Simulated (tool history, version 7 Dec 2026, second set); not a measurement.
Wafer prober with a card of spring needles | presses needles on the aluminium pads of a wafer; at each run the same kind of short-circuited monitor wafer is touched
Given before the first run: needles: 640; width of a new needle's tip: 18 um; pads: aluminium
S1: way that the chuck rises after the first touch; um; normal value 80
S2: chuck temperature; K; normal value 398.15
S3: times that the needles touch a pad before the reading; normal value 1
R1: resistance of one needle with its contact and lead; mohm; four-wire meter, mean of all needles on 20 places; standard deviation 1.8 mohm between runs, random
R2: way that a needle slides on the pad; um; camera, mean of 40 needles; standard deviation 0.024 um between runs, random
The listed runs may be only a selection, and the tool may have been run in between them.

run	hour	S1	S2	S3	R1	R2
1	0	80	398.15	1	232	20.32
# hour 5.7: tips cleaned on abrasive film
2	8.8	80	398.15	1	258	20.33
# hour 13.5: tips cleaned on abrasive film
# hour 21.2: tips cleaned on abrasive film
3	22.2	80	398.15	1	219	20.23
# hour 28.8: tips cleaned on abrasive film
4	36	80	317.15	1	283	20.23
# hour 37.1: tips cleaned on abrasive film
# hour 44.8: tips cleaned on abrasive film
5	47.6	80	317.15	1	244	20.16
# hour 52.8: tips cleaned on abrasive film
6	58.4	80	398.15	2	243	20.1
# hour 60.8: tips cleaned on abrasive film
# hour 68.6: tips cleaned on abrasive film
7	72.6	80	398.15	2	230	20.08
# hour 76.2: tips cleaned on abrasive film
# hour 84.2: tips cleaned on abrasive film
8	84.8	80	390.15	1	211	20.01
# hour 88.4: height of the first contact set anew
# hour 91.8: tips cleaned on abrasive film
9	98.8	80	345.15	1	283	20.59
# hour 100.2: tips cleaned on abrasive film
10	106.1	61	398.15	1	353	15.63
# hour 108.7: tips cleaned on abrasive film
11	114.6	80	359.15	1	281	20.47
# hour 116.9: tips cleaned on abrasive film
# hour 124.2: tips cleaned on abrasive film
12	128.9	80	359.15	1	274	20.44
# hour 132.3: tips cleaned on abrasive film
13	138.1	80	359.15	1	282	20.42
# hour 140.1: tips cleaned on abrasive film
14	144.6	80	359.15	1	268	20.35
# hour 148.5: tips cleaned on abrasive film
15	152.1	70	398.15	1	288	17.8
# hour 156.6: tips cleaned on abrasive film
# hour 164.4: tips cleaned on abrasive film
16	166.4	80	398.15	1	241	20.27
# hour 172.5: tips cleaned on abrasive film
17	179.4	85	373.15	1	279	21.57
# hour 180.6: tips cleaned on abrasive film
# hour 188.4: tips cleaned on abrasive film
18	194.1	67	334.15	1	330	16.89
# hour 196.6: tips cleaned on abrasive film
19	201.6	84	367.15	2	236	21.22

Run 20 comes next. What will it give?
# hour 204.2: tips cleaned on abrasive film
# hour 211.9: tips cleaned on abrasive film
20	213.7	91	398.15	1	?	?

Run 20 yielded R1 227 mohm, R2 23 um.
Minus the tool's unlogged condition, the same run would have read R1 181 mohm, R2 23.43 um.
